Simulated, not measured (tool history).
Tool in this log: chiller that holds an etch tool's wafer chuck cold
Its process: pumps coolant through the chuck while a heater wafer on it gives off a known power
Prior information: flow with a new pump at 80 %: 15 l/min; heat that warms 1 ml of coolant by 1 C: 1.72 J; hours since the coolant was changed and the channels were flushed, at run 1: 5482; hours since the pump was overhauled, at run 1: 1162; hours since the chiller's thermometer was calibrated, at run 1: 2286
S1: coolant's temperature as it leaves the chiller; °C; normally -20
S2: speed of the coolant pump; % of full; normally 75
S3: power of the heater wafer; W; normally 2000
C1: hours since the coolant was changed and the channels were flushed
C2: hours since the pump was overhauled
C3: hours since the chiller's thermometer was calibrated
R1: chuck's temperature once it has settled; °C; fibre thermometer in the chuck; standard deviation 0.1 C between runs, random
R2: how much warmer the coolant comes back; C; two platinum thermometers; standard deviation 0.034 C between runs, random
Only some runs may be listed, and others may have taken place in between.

run	day	S1	S2	S3	C1	C2	C3	R1	R2
1	0.000	-20	75	2000	5482	1162	2286	0.1	4.92
2	1.362	-20	75	2000	5515	1194	2319	0.0	5.02
3	2.692	-20	86	2000	5547	1226	2351	-2.1	4.27
4	3.871	-20	75	1077	5575	1255	2379	-9.2	2.72
5	4.829	-20	75	1077	5598	1278	2402	-9.4	2.69
6	5.458	-26	75	2000	5613	1293	2417	-6.0	5.01
7	6.896	-26	75	2000	5648	1327	2451	-6.1	4.99
8	7.729	-26	75	2000	5668	1347	2471	-6.0	4.98
9	9.129	-13	75	2000	5701	1381	2505	7.1	4.95
10	10.117	-13	75	2000	5725	1405	2529	6.7	5.01
11	11.629	-20	75	2000	5761	1441	2565	-0.1	4.98
12	12.962	-27	75	2000	5793	1473	2597	-6.9	5.01
13	14.433	-20	75	2000	5829	1508	2632	0.1	5.01
14	15.588	-20	75	2000	5856	1536	2660	-0.1	5.00
15	16.871	-20	75	1534	5887	1567	2691	-4.8	3.85
16	17.608	-20	75	1534	5905	1584	2709	-4.7	3.85
17	18.875	-23	78	2000	5935	1615	2739	-3.8	4.79
18	20.171	-23	91	1054	5966	1646	2770	-14.1	2.13
19	21.658	-26	99	2188	6002	1682	2806	-8.1	4.00
# day 22.692: chiller's thermometer calibrated
20	23.067	-26	99	2188	6035	1714	9	-8.1	3.95
21	23.983	-21	68	2104	6057	1736	31	1.6	5.94
22	25.108	-21	68	2104	6084	1763	58	1.6	5.87
23	26.446	-21	68	2104	6116	1795	90	1.7	5.89
24	27.596	-20	75	1845	6144	1823	118	-1.5	4.58
25	28.433	-20	75	1845	6164	1843	138	-1.8	4.60
26	29.617	-27	66	1344	6192	1872	166	-12.3	3.86
27	30.425	-27	66	1344	6212	1891	186	-12.3	3.90
28	31.938	-27	66	1676	6248	1927	222	-8.8	4.88
29	33.000	-19	74	2000	6273	1953	247	1.3	5.10
30	34.004	-20	89	1419	6297	1977	272	-7.4	2.89
31	35.217	-17	89	2089	6327	2006	301	1.5	4.29

Predict each of these 3 candidate next runs independently; none follows another, all start after run 31:
A	36.633	-24	88	1560	6360	2040	335	?	?
B	36.633	-10	95	2089	6360	2040	335	?	?
C	36.633	-26	75	2832	6360	2040	335	?	?

run	R1	R2
A	-10.0	3.21
B	7.4	3.99
C	2.1	7.11
Stripped of hidden state, with their random variation kept, the same runs would have yielded:
run	R1	R2
A	-10.0	3.20
B	7.4	3.99
C	2.1	7.10
